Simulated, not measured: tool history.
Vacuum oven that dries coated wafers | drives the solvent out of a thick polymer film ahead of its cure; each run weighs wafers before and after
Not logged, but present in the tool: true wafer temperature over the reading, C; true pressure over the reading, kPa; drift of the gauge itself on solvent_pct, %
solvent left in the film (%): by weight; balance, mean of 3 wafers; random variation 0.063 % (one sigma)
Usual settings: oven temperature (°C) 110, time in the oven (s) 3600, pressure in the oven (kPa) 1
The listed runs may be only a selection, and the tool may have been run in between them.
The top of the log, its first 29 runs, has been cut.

run    hour  oven temperature (°C)  time in the oven (s)  pressure in the oven (kPa)  hours of work since the thermocouples were calibrated  hours of work since the vacuum gauge was cleaned of residue  solvent left in the film (%)
 30  1133.2                     99                  3600                        3.41                                                    553                                                         1122                           7.9
 31    1168                    112                  3660                        3.41                                                    578                                                         1147                          4.18
 32  1204.1                    112                  3660                        3.41                                                    603                                                         1173                          4.29
 33  1239.7                    112                  3660                        3.41                                                    629                                                         1198                          4.21
 34  1295.1                    112                  3660                        3.41                                                    668                                                         1238                          4.11
 35  1337.3                    112                  3660                        3.41                                                    699                                                         1268                          4.07
 36  1387.4                     95                  4920                        0.71                                                    734                                                         1304                          6.48
 37    1422                    112                  2580                        0.53                                                    759                                                         1328                          5.18
 38  1467.7                    115                  3960                           1                                                    792                                                         1361                          2.52
 39  1491.2                     95                  1920                           1                                                    809                                                         1378                         10.64
 40  1543.1                    115                  5580                        0.78                                                    846                                                         1415                          1.39
 41  1599.4                    115                  2460                        2.49                                                    886                                                         1455                          5.06
 42  1633.6                    118                  4320                        3.89                                                    910                                                         1480                          2.58
 43    1685                    110                  5100                        1.37                                                    947                                                         1516                          2.73
 44  1724.7                    108                  3600                        2.15                                                    975                                                         1545                          5.08
 45  1754.7                    108                  3600                        2.15                                                    997                                                         1566                          5.09
 46  1800.7                    100                  3300                        2.28                                                   1029                                                         1599                          7.84
 47  1844.4                    107                  5700                           1                                                   1061                                                         1630                          2.94

Forecast each of these 4 alternatives for the next run:
  A  1880.5                    120                  2280                        2.08                                                   1086                                                         1656                             ?
  B  1880.5                    116                  1980                        1.58                                                   1086                                                         1656                             ?
  C  1880.5                    109                  3600                           1                                                   1086                                                         1656                             ?
  D  1880.5                    104                  1800                        2.71                                                   1086                                                         1656                             ?

run  solvent left in the film (%)
  A                           4.2
  B                          5.82
  C                          4.55
  D                          9.54
What these runs would have given with no unlogged condition in the tool:
run  solvent left in the film (%)
  A                          3.78
  B                          5.37
  C                          4.06
  D                          9.12
